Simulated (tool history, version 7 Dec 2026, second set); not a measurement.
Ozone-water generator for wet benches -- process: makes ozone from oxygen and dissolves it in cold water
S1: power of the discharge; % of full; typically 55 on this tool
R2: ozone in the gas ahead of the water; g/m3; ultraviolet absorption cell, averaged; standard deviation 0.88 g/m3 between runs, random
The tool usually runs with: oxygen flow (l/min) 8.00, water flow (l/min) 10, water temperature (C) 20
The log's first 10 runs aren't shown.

Run 11, day 34.825: usual settings but water flow (l/min) 6. Result: dissolved ozone (ppm) 28.6, R2 136.3 g/m3.
Run 12, day 39.658: usual settings but oxygen flow (l/min) 4.65. Result: dissolved ozone (ppm) 25.1, R2 176.8 g/m3.
Run 13, day 44.621: usual settings but oxygen flow (l/min) 4.65. Result: dissolved ozone (ppm) 25.0, R2 176.5 g/m3.
Run 14, day 47.704: usual settings but oxygen flow (l/min) 4.65. Result: dissolved ozone (ppm) 24.7, R2 173.9 g/m3.
Run 15, day 53.529: usual settings. Result: dissolved ozone (ppm) 23.2, R2 135.9 g/m3.
Run 16, day 56.342: usual settings. Result: dissolved ozone (ppm) 23.1, R2 135.5 g/m3.
Run 17, day 62.129: usual settings. Result: dissolved ozone (ppm) 22.8, R2 135.2 g/m3.
Run 18, day 65.383: usual settings but S1 89 % of full, oxygen flow (l/min) 7.32. Result: dissolved ozone (ppm) 34.9, R2 212.0 g/m3.
Run 19, day 70.879: usual settings but S1 89 % of full, oxygen flow (l/min) 7.32, water flow (l/min) 7. Result: dissolved ozone (ppm) 41.1, R2 211.7 g/m3.
Run 20, day 73.667: usual settings but S1 81 % of full, oxygen flow (l/min) 10.61, water flow (l/min) 6, water temperature (C) 18. Result: dissolved ozone (ppm) 38.2, R2 160.6 g/m3.
Run 21, day 77.012: usual settings but S1 81 % of full, oxygen flow (l/min) 10.61, water flow (l/min) 6, water temperature (C) 18. Result: dissolved ozone (ppm) 37.8, R2 162.2 g/m3.
Run 22, day 81.533: usual settings but S1 52 % of full. Result: dissolved ozone (ppm) 21.6, R2 127.0 g/m3.
Run 23, day 86.308: usual settings but S1 86 % of full, oxygen flow (l/min) 5.27, water flow (l/min) 8, water temperature (C) 14. Result: dissolved ozone (ppm) 45.4, R2 236.2 g/m3.
Run 24, day 90.646: usual settings but S1 86 % of full, oxygen flow (l/min) 5.27, water flow (l/min) 8, water temperature (C) 14. Result: dissolved ozone (ppm) 45.3, R2 236.0 g/m3.
Run 25, day 95.129: usual settings but water temperature (C) 24. Result: dissolved ozone (ppm) 20.5, R2 132.6 g/m3.
Run 26, day 100.088: usual settings but S1 63 % of full, water flow (l/min) 15. Result: dissolved ozone (ppm) 20.2, R2 150.8 g/m3.
Run 27, day 104.821: usual settings but S1 93 % of full, oxygen flow (l/min) 9.36, water flow (l/min) 9, water temperature (C) 19. Result: dissolved ozone (ppm) 36.1, R2 190.6 g/m3.
At day 106.058: water thermometer calibrated.
Run 28, day 107.592: usual settings but S1 93 % of full, oxygen flow (l/min) 13.15, water flow (l/min) 9, water temperature (C) 19. Result: dissolved ozone (ppm) 33.1, R2 162.7 g/m3.
Run 29, day 110.846: usual settings but S1 45 % of full, oxygen flow (l/min) 5.11, water flow (l/min) 6, water temperature (C) 25. Result: dissolved ozone (ppm) 23.5, R2 139.7 g/m3.
Run 30, day 115.792: usual settings but oxygen flow (l/min) 5.34. Result: dissolved ozone (ppm) 24.2, R2 160.5 g/m3.
Run 31, day 118.542: usual settings but S1 90 % of full, oxygen flow (l/min) 5.34. Result: dissolved ozone (ppm) 36.0, R2 241.0 g/m3.
Run 32, day 124.354: usual settings but water flow (l/min) 11. Result: dissolved ozone (ppm) 21.5, R2 132.6 g/m3.

3 ways to go on from here, each from the tool as it stands after run 32. What would each give?
Run A, day 128.346: usual settings but S1 72 % of full, oxygen flow (l/min) 12.13. Result: dissolved ozone (ppm) ?, R2 ?.
Run B, day 128.346: usual settings but S1 44 % of full, water flow (l/min) 9. Result: dissolved ozone (ppm) ?, R2 ?.
Run C, day 128.346: usual settings but S1 41 % of full, water flow (l/min) 15. Result: dissolved ozone (ppm) ?, R2 ?.

run  dissolved ozone (ppm)     R2
  A                   25.1  134.1
  B                   19.7  110.5
  C                   14.1  102.2
With no hidden state in the tool, these same runs would have given:
run  dissolved ozone (ppm)     R2
  A                   29.0  152.0
  B                   21.6  118.8
  C                   15.4  109.1
